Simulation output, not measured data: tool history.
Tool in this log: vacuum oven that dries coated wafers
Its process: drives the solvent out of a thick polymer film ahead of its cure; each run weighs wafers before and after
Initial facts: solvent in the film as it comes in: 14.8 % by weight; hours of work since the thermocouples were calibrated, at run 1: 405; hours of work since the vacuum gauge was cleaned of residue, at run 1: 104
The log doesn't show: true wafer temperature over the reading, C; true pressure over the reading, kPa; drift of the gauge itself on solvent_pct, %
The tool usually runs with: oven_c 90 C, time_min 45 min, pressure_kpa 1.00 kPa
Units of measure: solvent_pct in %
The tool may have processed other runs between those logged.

| run | hour | oven_c | time_min | pressure_kpa | hours of work since the thermocouples were calibrated | hours of work since the vacuum gauge was cleaned of residue | solvent_pct |
|---|---|---|---|---|---|---|---|
| 1 | 0.0 | 90 | 45 | 1.00 | 405 | 104 | 1.37 |
| 2 | 68.6 | 90 | 45 | 1.00 | 437 | 135 | 1.45 |
| 3 | 142.6 | 103 | 45 | 1.00 | 470 | 169 | 0.40 |
| 4 | 225.3 | 90 | 45 | 1.00 | 508 | 207 | 1.40 |
| 5 | 284.6 | 90 | 45 | 1.00 | 535 | 234 | 1.39 |
| 6 | 341.7 | 90 | 45 | 1.00 | 561 | 260 | 1.39 |
| 7 | 418.0 | 97 | 45 | 1.00 | 596 | 295 | 0.74 |
| 8 | 478.6 | 97 | 45 | 1.00 | 624 | 322 | 0.73 |
| 9 | 523.6 | 97 | 45 | 1.00 | 644 | 343 | 0.73 |
| 10 | 590.9 | 97 | 45 | 1.00 | 675 | 373 | 0.69 |
| 11 | 657.8 | 97 | 45 | 1.00 | 705 | 404 | 0.73 |
| 12 | 710.5 | 90 | 45 | 1.00 | 729 | 428 | 1.38 |
| 13 | 779.7 | 90 | 39 | 1.00 | 761 | 460 | 1.77 |
| 14 | 830.4 | 90 | 39 | 1.00 | 784 | 483 | 1.76 |
| 15 | 891.0 | 90 | 39 | 1.00 | 812 | 510 | 1.82 |
| 16 | 962.7 | 90 | 45 | 1.00 | 844 | 543 | 1.35 |
| 17 | 1016.5 | 90 | 45 | 3.57 | 869 | 568 | 2.42 |
| 18 | 1087.6 | 90 | 45 | 3.57 | 901 | 600 | 2.38 |
| 19 | 1138.0 | 90 | 45 | 1.00 | 924 | 623 | 1.33 |
| 20 | 1202.8 | 90 | 45 | 1.00 | 954 | 652 | 1.41 |
| 21 | 1242.8 | 90 | 45 | 1.00 | 972 | 671 | 1.43 |
| 22 | 1293.8 | 90 | 45 | 1.00 | 995 | 694 | 1.41 |
| 23 | 1364.2 | 90 | 45 | 1.00 | 1027 | 726 | 1.45 |
| 24 | 1448.1 | 90 | 45 | 1.00 | 1065 | 764 | 1.44 |
| 25 | 1529.3 | 90 | 45 | 1.19 | 1102 | 801 | 1.48 |
| 26 | 1595.5 | 80 | 45 | 1.00 | 1133 | 831 | 3.13 |
| 27 | 1647.1 | 80 | 45 | 1.00 | 1156 | 855 | 3.15 |
| 28 | 1710.8 | 80 | 49 | 0.81 | 1185 | 884 | 2.69 |

Run 29 has not been measured yet. What should we expect?
| 29 | 1751.8 | 80 | 49 | 0.81 | 1204 | 903 | ? |

{"run 29": {"solvent_pct": 2.71}}
Had the tool carried no hidden state, the very same run would have given solvent_pct 2.72 %.
